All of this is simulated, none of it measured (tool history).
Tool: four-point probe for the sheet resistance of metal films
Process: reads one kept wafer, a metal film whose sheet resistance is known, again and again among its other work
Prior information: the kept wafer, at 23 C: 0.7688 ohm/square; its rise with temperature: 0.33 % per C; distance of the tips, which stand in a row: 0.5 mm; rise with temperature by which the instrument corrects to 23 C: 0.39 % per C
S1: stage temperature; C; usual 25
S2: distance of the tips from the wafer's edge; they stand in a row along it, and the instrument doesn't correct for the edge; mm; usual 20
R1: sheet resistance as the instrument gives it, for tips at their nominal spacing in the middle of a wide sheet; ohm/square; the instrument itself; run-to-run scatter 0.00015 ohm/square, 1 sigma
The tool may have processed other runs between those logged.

run 1 hour=0.0 | S1=25 S2=20 | R1=0.768231
run 2 hour=14.3 | S1=25 S2=29 | R1=0.767881
run 3 hour=37.8 | S1=33 S2=20 | R1=0.764985
run 4 hour=53.6 | S1=33 S2=20 | R1=0.764960
run 5 hour=77.7 | S1=33 S2=20 | R1=0.764842
run 6 hour=99.8 | S1=25 S2=20 | R1=0.768275
run 7 hour=110.7 | S1=25 S2=20 | R1=0.768040
run 8 hour=122.6 | S1=25 S2=20 | R1=0.768258
run 9 hour=133.3 | S1=25 S2=20 | R1=0.768101
run 10 hour=156.3 | S1=21 S2=20 | R1=0.769928
run 11 hour=178.6 | S1=32 S2=20 | R1=0.764865
run 12 hour=198.3 | S1=32 S2=20 | R1=0.765340
run 13 hour=216.8 | S1=32 S2=20 | R1=0.765272
run 14 hour=227.3 | S1=25 S2=19 | R1=0.768320
run 15 hour=240.8 | S1=25 S2=20 | R1=0.767919
run 16 hour=251.6 | S1=25 S2=20 | R1=0.768492
run 17 hour=261.4 | S1=25 S2=12 | R1=0.768532
run 18 hour=279.9 | S1=25 S2=12 | R1=0.768484
run 19 hour=296.2 | S1=25 S2=20 | R1=0.768207
run 20 hour=311.7 | S1=25 S2=20 | R1=0.767784
run 21 hour=327.6 | S1=25 S2=20 | R1=0.768175
run 22 hour=338.6 | S1=25 S2=20 | R1=0.767944
run 23 hour=358.7 | S1=18 S2=7 | R1=0.773048
run 24 hour=369.2 | S1=31 S2=3 | R1=0.776525
run 25 hour=385.1 | S1=31 S2=3 | R1=0.776602
run 26 hour=407.6 | S1=25 S2=69 | R1=0.767968
run 27 hour=423.8 | S1=25 S2=69 | R1=0.768052
run 28 hour=447.4 | S1=29 S2=26 | R1=0.766519
run 29 hour=469.2 | S1=27 S2=14 | R1=0.767408
run 30 hour=488.0 | S1=29 S2=4 | R1=0.772635
run 31 hour=511.0 | S1=25 S2=4 | R1=0.774273
run 32 hour=533.5 | S1=34 S2=12 | R1=0.765020
run 33 hour=544.4 | S1=22 S2=70 | R1=0.769213
run 34 hour=558.0 | S1=19 S2=27 | R1=0.770699
run 35 hour=578.1 | S1=21 S2=7 | R1=0.771680
run 36 hour=590.5 | S1=23 S2=60 | R1=0.768705
run 37 hour=604.5 | S1=23 S2=60 | R1=0.768746
run 38 hour=628.7 | S1=23 S2=25 | R1=0.768702
run 39 hour=646.7 | S1=23 S2=7 | R1=0.770948
run 40 hour=665.8 | S1=23 S2=7 | R1=0.770935
run 41 hour=689.8 | S1=23 S2=7 | R1=0.770981
run 42 hour=702.2 | S1=25 S2=8 | R1=0.769542
run 43 hour=724.3 | S1=35 S2=32 | R1=0.763754
run 44 hour=739.1 | S1=35 S2=32 | R1=0.763836

4 ways to go on from here, each from the tool as it stands after run 44. What would each give?
run A hour=760.4 | S1=32 S2=44 | R1=?
run B hour=760.4 | S1=35 S2=68 | R1=?
run C hour=760.4 | S1=27 S2=10 | R1=?
run D hour=760.4 | S1=21 S2=34 | R1=?

run=A R1=0.765129
run=B R1=0.763919
run=C R1=0.767803
run=D R1=0.769647
Take away the tool's hidden state, keep each run's random variation, and the runs would have read:
run=A R1=0.765188
run=B R1=0.763978
run=C R1=0.767862
run=D R1=0.769705
